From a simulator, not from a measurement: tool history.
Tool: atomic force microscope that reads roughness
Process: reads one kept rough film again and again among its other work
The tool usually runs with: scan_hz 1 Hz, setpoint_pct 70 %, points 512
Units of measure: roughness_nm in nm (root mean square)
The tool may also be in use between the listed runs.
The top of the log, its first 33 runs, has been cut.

run   hour  scan_hz  setpoint_pct  points  roughness_nm
 34  317.4        1            72     512         3.539
 35  326.4      1.5            65     512          3.52
 36  338.9      1.5            65     512         3.497
     350.1  -- new tip fitted
 37    351     2.22            63     738         3.533
 38  356.6     2.22            63     738         3.528
 39  369.4     2.22            63     738         3.463
 40  379.2     3.55            84     414         2.828
 41  385.1     0.77            67     414         3.528
 42    394     0.77            67     414         3.503
     397.6  -- new tip fitted
 43  402.4     0.68            57     414         3.645
 44  410.3     0.68            57     414         3.651
 45  417.4     0.52            70     512         3.614
 46  430.2     0.84            70     265         3.544
 47  440.1     0.69            63     512         3.539
     444.5  -- new tip fitted
 48  447.9     1.11            81     416         3.439
 49  459.5     1.11            83     416         3.377
 50  465.9     1.11            83     416         3.357
 51  477.8     0.86            74     286         3.469
 52  484.1      1.8            69     290         3.382

3 ways to go on from here, each from the tool as it stands after run 52. What would each give?
       491  -- new tip fitted
  A  493.1      1.8            69     993             ?
       491  -- new tip fitted
  B  493.1     2.48            78     290             ?
       491  -- new tip fitted
  C  493.1     3.64            73     316             ?

run  roughness_nm
  A         3.498
  B         3.245
  C         3.198
Without the tool's hidden state the same runs would have given:
run  roughness_nm
  A         3.508
  B         3.253
  C         3.206

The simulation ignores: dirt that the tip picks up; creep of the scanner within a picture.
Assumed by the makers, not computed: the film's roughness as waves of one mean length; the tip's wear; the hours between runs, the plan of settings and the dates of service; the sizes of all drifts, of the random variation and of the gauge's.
